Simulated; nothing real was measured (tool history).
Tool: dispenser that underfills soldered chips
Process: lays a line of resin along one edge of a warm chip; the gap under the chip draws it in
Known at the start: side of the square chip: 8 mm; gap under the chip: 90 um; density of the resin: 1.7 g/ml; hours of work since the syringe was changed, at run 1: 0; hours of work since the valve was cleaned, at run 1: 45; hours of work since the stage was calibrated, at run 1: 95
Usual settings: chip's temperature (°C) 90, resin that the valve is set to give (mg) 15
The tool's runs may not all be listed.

| run | hour | chip's temperature (°C) | resin that the valve is set to give (mg) | hours of work since the syringe was changed | hours of work since the valve was cleaned | hours of work since the stage was calibrated | time until the resin shows at the far edge (s) | resin that the valve gave (mg) |
|---|---|---|---|---|---|---|---|---|
| 1 | 0 | 90 | 15 | 0 | 45 | 95 | 28.6 | 14.57 |
| 2 | 12 | 90 | 15 | 8 | 53 | 103 | 35.8 | 14.36 |
|  | 17.8 | new syringe of resin |
| 3 | 18.8 | 93 | 15 | 1 | 57 | 107 | 26.5 | 14.39 |
| 4 | 31.9 | 93 | 15 | 9 | 65 | 115 | 33.9 | 14.3 |
|  | 35.2 | new syringe of resin |
| 5 | 45.9 | 93 | 15 | 7 | 74 | 124 | 31.2 | 14.34 |
|  | 52.8 | new syringe of resin |
| 6 | 60.3 | 79 | 15 | 5 | 83 | 133 | 49 | 14.16 |
|  | 70.7 | new syringe of resin |
| 7 | 70.9 | 79 | 15 | 0 | 89 | 139 | 42.1 | 14.14 |
| 8 | 81.1 | 79 | 15 | 7 | 96 | 146 | 50.8 | 14.11 |
|  | 88.4 | new syringe of resin |
| 9 | 93.8 | 79 | 15 | 3 | 103 | 154 | 46.7 | 13.84 |
| 10 | 104.7 | 90 | 15 | 10 | 110 | 160 | 38.6 | 13.93 |
|  | 105.9 | new syringe of resin |
|  | 107.8 | dispensing valve cleaned and set on the balance |
| 11 | 115.9 | 88 | 15 | 6 | 5 | 167 | 35.6 | 14.88 |
|  | 124.1 | new syringe of resin |
| 12 | 129.5 | 90 | 14.5 | 3 | 13 | 175 | 31.8 | 14.34 |
|  | 142 | new syringe of resin |
| 13 | 143.2 | 90 | 14.5 | 1 | 22 | 183 | 28.1 | 14.25 |
| 14 | 152.6 | 90 | 15 | 7 | 28 | 189 | 34.5 | 14.9 |
|  | 160.1 | new syringe of resin |
| 15 | 161 | 96 | 15 | 1 | 33 | 194 | 23.3 | 14.81 |
| 16 | 169.4 | 96 | 15 | 6 | 38 | 200 | 27.6 | 14.66 |
|  | 177.4 | new syringe of resin |
| 17 | 178 | 104 | 15 | 0 | 43 | 205 | 18.1 | 14.61 |
| 18 | 187.7 | 80 | 14.1 | 6 | 50 | 211 | 49.5 | 13.67 |
|  | 195.7 | new syringe of resin |
| 19 | 199.6 | 97 | 18.2 | 2 | 57 | 218 | 24 | 17.45 |
|  | 213.2 | new syringe of resin |
| 20 | 214.6 | 97 | 18.2 | 1 | 66 | 228 | 22.2 | 17.48 |
| 21 | 229 | 84 | 17.9 | 10 | 75 | 237 | 45.7 | 17.07 |
|  | 231.3 | new syringe of resin |
| 22 | 242 | 85 | 13.7 | 7 | 83 | 245 | 42.6 | 12.98 |
|  | 248.6 | new syringe of resin |
| 23 | 248.8 | 105 | 16.9 | 0 | 87 | 249 | 17.5 | 16.04 |
| 24 | 263.6 | 105 | 16.9 | 9 | 97 | 258 | 22.2 | 15.84 |
|  | 266 | new syringe of resin |
| 25 | 277.3 | 105 | 16.9 | 7 | 105 | 267 | 20.8 | 15.8 |

Forecast run 26:
|  | 283.5 | new syringe of resin |
| 26 | 286.2 | 81 | 15.3 | 2 | 110 | 272 | ? | ? |

Run 26 gave time until the resin shows at the far edge (s) 41.8, resin that the valve gave (mg) 14.22.
Without the tool's hidden state the same run would have given time until the resin shows at the far edge (s) 38.7, resin that the valve gave (mg) 15.28.
